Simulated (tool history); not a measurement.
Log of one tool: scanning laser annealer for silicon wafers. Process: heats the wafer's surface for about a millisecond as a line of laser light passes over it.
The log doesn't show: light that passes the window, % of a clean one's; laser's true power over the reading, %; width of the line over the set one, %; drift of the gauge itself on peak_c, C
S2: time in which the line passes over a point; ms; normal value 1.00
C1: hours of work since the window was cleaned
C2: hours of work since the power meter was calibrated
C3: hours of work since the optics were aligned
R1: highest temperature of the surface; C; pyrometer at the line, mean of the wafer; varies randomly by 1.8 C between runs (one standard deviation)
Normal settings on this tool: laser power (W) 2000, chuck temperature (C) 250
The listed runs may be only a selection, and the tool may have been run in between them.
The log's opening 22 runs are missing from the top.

Run 23, hour 762.5: usual settings but S2 0.91 ms, chuck temperature (C) 242; C1 878; C2 1126; C3 180. Result: R1 924 C.
Run 24, hour 788.8: usual settings but S2 0.91 ms, chuck temperature (C) 242; C1 897; C2 1145; C3 199. Result: R1 925 C.
At hour 802.6: window over the wafer cleaned.
At hour 812.0: optics aligned, line set to its width, once more.
Run 25, hour 833.3: usual settings but S2 0.91 ms, chuck temperature (C) 242; C1 19; C2 1172; C3 15. Result: R1 976 C.
Run 26, hour 857.6: usual settings but S2 1.16 ms, chuck temperature (C) 242; C1 36; C2 1190; C3 33. Result: R1 1070 C.
Run 27, hour 890.2: usual settings but chuck temperature (C) 288; C1 60; C2 1213; C3 57. Result: R1 1056 C.
Run 28, hour 917.7: usual settings but chuck temperature (C) 288; C1 80; C2 1233; C3 77. Result: R1 1057 C.
Run 29, hour 966.7: usual settings but chuck temperature (C) 288; C1 116; C2 1269; C3 112. Result: R1 1054 C.
Run 30, hour 1011.0: usual settings but S2 0.85 ms, chuck temperature (C) 235; C1 148; C2 1301; C3 144. Result: R1 938 C.
Run 31, hour 1053.6: usual settings but S2 0.85 ms, chuck temperature (C) 235; C1 179; C2 1332; C3 175. Result: R1 938 C.
Run 32, hour 1081.1: usual settings but laser power (W) 2056, S2 0.76 ms, chuck temperature (C) 221; C1 199; C2 1352; C3 195. Result: R1 901 C.
Run 33, hour 1120.0: usual settings but laser power (W) 2056, S2 0.76 ms, chuck temperature (C) 221; C1 227; C2 1380; C3 224. Result: R1 899 C.

Predict each of these 5 candidate next runs independently; none follows another, all start after run 33:
Run A, hour 1146.1: usual settings but laser power (W) 2056, S2 1.06 ms, chuck temperature (C) 275; C1 246; C2 1399; C3 243. Result: R1 ?.
Run B, hour 1146.1: usual settings but S2 1.05 ms; C1 246; C2 1399; C3 243. Result: R1 ?.
Run C, hour 1146.1: usual settings but laser power (W) 1750, S2 0.97 ms, chuck temperature (C) 241; C1 246; C2 1399; C3 243. Result: R1 ?.
Run D, hour 1146.1: usual settings; C1 246; C2 1399; C3 243. Result: R1 ?.
Run E, hour 1146.1: usual settings but laser power (W) 1822, S2 1.06 ms, chuck temperature (C) 281; C1 246; C2 1399; C3 243. Result: R1 ?.

run    R1
  A  1079
  B  1029
  C   894
  D  1008
  E   992
Stripped of hidden state, with their random variation kept, the same runs would have yielded:
run    R1
  A  1090
  B  1039
  C   903
  D  1018
  E  1001

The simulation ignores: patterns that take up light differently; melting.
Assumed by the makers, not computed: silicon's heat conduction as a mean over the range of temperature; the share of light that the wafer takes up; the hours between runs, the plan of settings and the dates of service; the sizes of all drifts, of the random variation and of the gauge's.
